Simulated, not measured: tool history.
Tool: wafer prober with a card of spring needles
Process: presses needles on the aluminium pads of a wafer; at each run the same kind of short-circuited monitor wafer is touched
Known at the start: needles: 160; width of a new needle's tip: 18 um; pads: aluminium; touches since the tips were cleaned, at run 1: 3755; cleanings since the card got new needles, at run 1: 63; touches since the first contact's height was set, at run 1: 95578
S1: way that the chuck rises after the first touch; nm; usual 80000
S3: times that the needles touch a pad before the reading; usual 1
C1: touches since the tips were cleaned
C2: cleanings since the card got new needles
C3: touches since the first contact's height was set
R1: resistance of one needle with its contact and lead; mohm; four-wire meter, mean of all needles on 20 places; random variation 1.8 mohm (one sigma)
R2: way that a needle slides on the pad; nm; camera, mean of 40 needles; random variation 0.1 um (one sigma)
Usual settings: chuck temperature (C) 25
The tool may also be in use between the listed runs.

Run 1, hour 0.0: usual settings; C1 3755; C2 63; C3 95578. Result: R1 199 mohm, R2 20320 nm.
At hour 2.2: tips cleaned on abrasive film.
At hour 10.8: tips cleaned on abrasive film.
Run 2, hour 17.1: usual settings; C1 3082; C2 65; C3 103878. Result: R1 197 mohm, R2 20090 nm.
At hour 21.4: tips cleaned on abrasive film.
At hour 30.0: tips cleaned on abrasive film.
Run 3, hour 38.1: usual settings; C1 3978; C2 67; C3 114118. Result: R1 198 mohm, R2 19860 nm.
At hour 40.3: tips cleaned on abrasive film.
At hour 50.9: tips cleaned on abrasive film.
At hour 61.6: tips cleaned on abrasive film.
At hour 71.9: tips cleaned on abrasive film.
Run 4, hour 72.6: usual settings but S3 3; C1 381; C2 71; C3 130932. Result: R1 181 mohm, R2 20030 nm.
At hour 80.8: tips cleaned on abrasive film.
At hour 91.5: tips cleaned on abrasive film.
At hour 102.0: tips cleaned on abrasive film.
Run 5, hour 105.4: usual settings but chuck temperature (C) 109, S3 3; C1 1636; C2 74; C3 146890. Result: R1 200 mohm, R2 19860 nm.
At hour 111.8: tips cleaned on abrasive film.
At hour 121.2: tips cleaned on abrasive film.
At hour 131.7: tips cleaned on abrasive film.
Run 6, hour 134.8: usual settings but chuck temperature (C) 114; C1 1490; C2 77; C3 161216. Result: R1 210 mohm, R2 19880 nm.
At hour 141.1: tips cleaned on abrasive film.
At hour 151.4: tips cleaned on abrasive film.
At hour 161.9: tips cleaned on abrasive film.
Run 7, hour 163.1: usual settings but chuck temperature (C) 114; C1 598; C2 80; C3 175021. Result: R1 205 mohm, R2 19860 nm.
At hour 171.5: tips cleaned on abrasive film.
At hour 181.9: tips cleaned on abrasive film.
Run 8, hour 188.7: usual settings but chuck temperature (C) 114; C1 3334; C2 82; C3 187496. Result: R1 219 mohm, R2 19600 nm.
At hour 190.9: tips cleaned on abrasive film.
At hour 201.2: tips cleaned on abrasive film.
At hour 211.4: tips cleaned on abrasive film.
At hour 215.9: height of the first contact set anew.
At hour 222.4: tips cleaned on abrasive film.
Run 9, hour 227.9: usual settings; C1 2706; C2 86; C3 5836. Result: R1 198 mohm, R2 20830 nm.
At hour 232.2: tips cleaned on abrasive film.
At hour 242.7: tips cleaned on abrasive film.
At hour 253.0: tips cleaned on abrasive film.
At hour 263.3: tips cleaned on abrasive film.
Run 10, hour 265.4: usual settings; C1 1051; C2 90; C3 24109. Result: R1 192 mohm, R2 20740 nm.
At hour 273.5: tips cleaned on abrasive film.
At hour 283.4: tips cleaned on abrasive film.
At hour 292.0: tips cleaned on abrasive film.
Run 11, hour 293.5: usual settings; C1 721; C2 93; C3 37781. Result: R1 191 mohm, R2 20720 nm.
At hour 301.4: tips cleaned on abrasive film.
At hour 311.7: tips cleaned on abrasive film.
At hour 322.0: tips cleaned on abrasive film.
Run 12, hour 329.5: usual settings but S3 2; C1 3650; C2 96; C3 55345. Result: R1 192 mohm, R2 20540 nm.
At hour 331.5: tips cleaned on abrasive film.
At hour 341.8: tips cleaned on abrasive film.
At hour 352.1: tips cleaned on abrasive film.
At hour 362.4: tips cleaned on abrasive film.
Run 13, hour 362.9: usual settings but S1 89000 nm; C1 253; C2 100; C3 71630. Result: R1 183 mohm, R2 22430 nm.
At hour 371.0: tips cleaned on abrasive film.
At hour 381.7: tips cleaned on abrasive film.
Run 14, hour 385.4: usual settings but S1 89000 nm; C1 1817; C2 102; C3 82602. Result: R1 194 mohm, R2 22580 nm.
At hour 391.9: tips cleaned on abrasive film.
At hour 402.2: tips cleaned on abrasive film.
Run 15, hour 408.5: usual settings but S1 93000 nm, chuck temperature (C) 61, S3 3; C1 3104; C2 104; C3 93862. Result: R1 191 mohm, R2 23830 nm.
At hour 412.8: tips cleaned on abrasive film.
At hour 421.4: tips cleaned on abrasive film.
At hour 431.9: tips cleaned on abrasive film.
Run 16, hour 438.1: usual settings but S1 93000 nm, chuck temperature (C) 99; C1 3056; C2 107; C3 108274. Result: R1 208 mohm, R2 23690 nm.
At hour 442.4: tips cleaned on abrasive film.
At hour 452.7: tips cleaned on abrasive film.
At hour 463.2: tips cleaned on abrasive film.
At hour 471.9: tips cleaned on abrasive film.
Run 17, hour 471.9: usual settings but S1 60000 nm, chuck temperature (C) 91; C1 0; C2 111; C3 124724. Result: R1 201 mohm, R2 14830 nm.
At hour 482.3: tips cleaned on abrasive film.
At hour 492.8: tips cleaned on abrasive film.
At hour 503.1: tips cleaned on abrasive film.
At hour 511.8: tips cleaned on abrasive film.
Run 18, hour 511.8: usual settings but S1 82000 nm, chuck temperature (C) 29; C1 0; C2 115; C3 144155. Result: R1 181 mohm, R2 20480 nm.
At hour 522.2: tips cleaned on abrasive film.
At hour 532.5: tips cleaned on abrasive film.
At hour 541.0: tips cleaned on abrasive film.
Run 19, hour 549.3: usual settings but chuck temperature (C) 62; C1 4075; C2 118; C3 162476. Result: R1 213 mohm, R2 19960 nm.
At hour 551.5: tips cleaned on abrasive film.
At hour 561.5: tips cleaned on abrasive film.
At hour 571.8: tips cleaned on abrasive film.
Run 20, hour 571.8: usual settings but S1 82000 nm, chuck temperature (C) 44; C1 0; C2 121; C3 173392. Result: R1 187 mohm, R2 20380 nm.
At hour 582.3: tips cleaned on abrasive film.
At hour 593.0: tips cleaned on abrasive film.
Run 21, hour 600.9: usual settings but S1 82000 nm, chuck temperature (C) 44; C1 3923; C2 123; C3 187635. Result: R1 212 mohm, R2 20330 nm.
At hour 603.2: tips cleaned on abrasive film.
At hour 613.3: tips cleaned on abrasive film.
At hour 623.4: tips cleaned on abrasive film.
At hour 628.0: height of the first contact set anew.
At hour 633.7: tips cleaned on abrasive film.
Run 22, hour 634.0: usual settings but S1 82000 nm, chuck temperature (C) 44; C1 157; C2 127; C3 2931. Result: R1 184 mohm, R2 21560 nm.
At hour 642.6: tips cleaned on abrasive film.
At hour 652.2: tips cleaned on abrasive film.
Run 23, hour 654.4: usual settings but S1 88000 nm, chuck temperature (C) 46, S3 3; C1 1075; C2 129; C3 12852. Result: R1 188 mohm, R2 22490 nm.
At hour 660.9: tips cleaned on abrasive film.
At hour 671.2: tips cleaned on abrasive film.
At hour 681.4: tips cleaned on abrasive film.
Run 24, hour 681.4: usual settings but S1 88000 nm, chuck temperature (C) 46, S3 3; C1 0; C2 132; C3 25997. Result: R1 186 mohm, R2 22860 nm.
At hour 691.6: tips cleaned on abrasive film.
At hour 701.9: tips cleaned on abrasive film.
Run 25, hour 706.6: usual settings but S1 95000 nm, chuck temperature (C) 92, S3 3; C1 2321; C2 134; C3 38287. Result: R1 201 mohm, R2 24590 nm.
At hour 712.5: tips cleaned on abrasive film.
At hour 721.1: tips cleaned on abrasive film.
Run 26, hour 724.7: usual settings but S1 95000 nm, chuck temperature (C) 92, S3 3; C1 1794; C2 136; C3 47107. Result: R1 200 mohm, R2 24290 nm.
At hour 731.0: tips cleaned on abrasive film.
At hour 741.6: tips cleaned on abrasive film.
Run 27, hour 748.0: usual settings but S1 64000 nm, chuck temperature (C) 92, S3 2; C1 3156; C2 138; C3 58492. Result: R1 218 mohm, R2 16340 nm.

Forecast each of these 5 alternatives for the next run:
At hour 750.3: tips cleaned on abrasive film.
At hour 761.0: tips cleaned on abrasive film.
At hour 771.1: tips cleaned on abrasive film.
Run A, hour 775.2: usual settings but S1 61000 nm, chuck temperature (C) 123; C1 2007; C2 141; C3 71705. Result: R1 ?, R2 ?.
At hour 750.3: tips cleaned on abrasive film.
At hour 761.0: tips cleaned on abrasive film.
At hour 771.1: tips cleaned on abrasive film.
Run B, hour 775.2: usual settings but S1 64000 nm, chuck temperature (C) 50, S3 2; C1 2007; C2 141; C3 71705. Result: R1 ?, R2 ?.
At hour 750.3: tips cleaned on abrasive film.
At hour 761.0: tips cleaned on abrasive film.
At hour 771.1: tips cleaned on abrasive film.
Run C, hour 775.2: usual settings but chuck temperature (C) 50; C1 2007; C2 141; C3 71705. Result: R1 ?, R2 ?.
At hour 750.3: tips cleaned on abrasive film.
At hour 761.0: tips cleaned on abrasive film.
At hour 771.1: tips cleaned on abrasive film.
Run D, hour 775.2: usual settings but S1 64000 nm, chuck temperature (C) 92, S3 2; C1 2007; C2 141; C3 71705. Result: R1 ?, R2 ?.
At hour 750.3: tips cleaned on abrasive film.
At hour 761.0: tips cleaned on abrasive film.
At hour 771.1: tips cleaned on abrasive film.
Run E, hour 775.2: usual settings but S1 84000 nm, chuck temperature (C) 119; C1 2007; C2 141; C3 71705. Result: R1 ?, R2 ?.

run   R1     R2
  A  226  15340
  B  207  16300
  C  202  20340
  D  210  16240
  E  217  21310
Without the tool's hidden state the same runs would have given:
run   R1     R2
  A  200  15790
  B  191  16750
  C  184  20790
  D  194  16700
  E  201  21760
